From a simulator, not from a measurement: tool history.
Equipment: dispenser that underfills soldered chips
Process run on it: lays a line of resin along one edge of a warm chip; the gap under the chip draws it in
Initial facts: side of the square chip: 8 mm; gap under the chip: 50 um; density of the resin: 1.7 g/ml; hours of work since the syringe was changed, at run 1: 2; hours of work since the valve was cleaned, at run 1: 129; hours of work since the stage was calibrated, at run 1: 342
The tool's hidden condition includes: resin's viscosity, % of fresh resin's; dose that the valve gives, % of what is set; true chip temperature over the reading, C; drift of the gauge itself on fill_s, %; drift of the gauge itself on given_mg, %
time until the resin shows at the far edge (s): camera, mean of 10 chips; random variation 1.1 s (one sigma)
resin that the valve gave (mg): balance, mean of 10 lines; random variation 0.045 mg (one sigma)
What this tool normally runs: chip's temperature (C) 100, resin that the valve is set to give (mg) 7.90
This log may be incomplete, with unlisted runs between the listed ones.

run	hour	chip's temperature (C)	resin that the valve is set to give (mg)	hours of work since the syringe was changed	hours of work since the valve was cleaned	hours of work since the stage was calibrated	time until the resin shows at the far edge (s)	resin that the valve gave (mg)
1	0.0	100	7.90	2	129	342	129.4	7.43
# hour 5.6: new syringe of resin
2	7.8	100	7.90	2	135	348	127.4	7.36
# hour 12.3: stage's temperature calibrated
# hour 14.6: new syringe of resin
# hour 17.3: dispensing valve cleaned and set on the balance
3	18.7	100	7.90	2	1	4	121.7	7.86
# hour 24.1: new syringe of resin
4	25.3	100	7.90	1	6	9	114.1	7.89
# hour 32.4: new syringe of resin
5	33.1	100	7.90	1	12	14	111.2	7.86
# hour 41.1: new syringe of resin
6	41.9	100	7.90	1	18	21	110.5	7.84
7	47.6	100	7.90	5	22	25	138.9	7.89
# hour 49.6: new syringe of resin
8	56.0	100	7.90	5	28	31	139.1	7.70
# hour 58.5: new syringe of resin
9	64.9	100	7.90	5	35	38	138.8	7.81
# hour 67.1: new syringe of resin
# hour 75.2: new syringe of resin
10	76.9	100	7.90	1	44	46	119.7	7.64
11	82.3	100	7.90	5	48	50	147.6	7.73
# hour 83.6: new syringe of resin
12	87.9	100	7.90	3	52	54	131.5	7.79
# hour 91.8: new syringe of resin
13	97.0	100	8.16	4	58	61	130.9	7.92
# hour 100.5: new syringe of resin
14	107.4	100	8.16	5	66	69	141.1	7.95
# hour 108.9: new syringe of resin
# hour 116.9: new syringe of resin
15	119.0	100	8.16	2	74	77	119.2	7.85
# hour 125.3: new syringe of resin
16	125.3	100	8.05	0	79	82	110.6	7.81
# hour 133.4: new syringe of resin
17	136.8	100	8.05	3	87	90	127.1	7.71
# hour 141.6: new syringe of resin
18	144.8	100	8.05	2	93	96	121.0	7.72
# hour 150.0: new syringe of resin
19	153.6	100	8.05	3	100	102	126.3	7.69
# hour 158.5: new syringe of resin
20	159.0	104	6.83	0	103	106	107.1	6.52
21	165.2	99	7.90	5	108	111	147.5	7.48
# hour 166.6: new syringe of resin
22	171.3	99	7.90	4	112	115	136.9	7.48
# hour 175.0: new syringe of resin
23	178.9	99	7.90	3	118	121	137.4	7.39
# hour 183.3: new syringe of resin
24	188.8	87	8.23	4	125	128	201.3	7.80
# hour 191.9: new syringe of resin
# hour 200.2: new syringe of resin
25	201.8	106	7.28	1	135	137	104.4	6.85
# hour 208.4: new syringe of resin
# hour 211.1: dispensing valve cleaned and set on the balance
26	214.4	91	9.77	4	2	146	164.9	9.74
# hour 218.1: new syringe of resin
27	221.6	108	8.11	3	8	151	101.3	8.10
# hour 226.7: new syringe of resin
28	231.8	88	9.54	4	15	159	188.8	9.48
# hour 234.8: new syringe of resin
29	241.4	104	7.54	5	22	166	132.7	7.48
# hour 243.9: new syringe of resin
30	251.4	99	9.94	6	30	173	146.0	9.89
# hour 252.3: new syringe of resin
# hour 260.5: new syringe of resin
31	263.6	110	8.87	2	38	182	94.7	8.72
# hour 269.0: new syringe of resin
32	273.5	86	6.88	3	46	189	211.9	6.74
# hour 277.6: new syringe of resin
33	279.9	100	6.85	2	50	194	129.2	6.74
# hour 285.7: new syringe of resin
34	288.2	113	7.48	2	56	200	87.9	7.34

The logged runs with the hidden state left out (each run's random variation unchanged):
run	time until the resin shows at the far edge (s)	resin that the valve gave (mg)
1	107.8	7.88
2	109.9	7.83
3	108.7	7.87
4	108.9	7.92
5	108.4	7.91
6	108.5	7.91
7	109.8	7.97
8	108.4	7.81
9	108.7	7.94
10	109.4	7.79
11	109.6	7.90
12	110.3	7.98
13	106.9	8.14
14	107.3	8.20
15	108.9	8.13
16	108.9	8.11
17	107.8	8.03
18	108.0	8.07
19	107.8	8.06
20	100.6	6.85
21	110.3	7.88
22	111.6	7.89
23	113.1	7.82
24	157.4	8.27
25	95.8	7.30
26	136.1	9.72
27	86.3	8.10
28	151.1	9.52
29	97.9	7.54
30	108.5	10.00
31	81.7	8.85
32	170.5	6.87
33	112.3	6.88
34	77.1	7.51
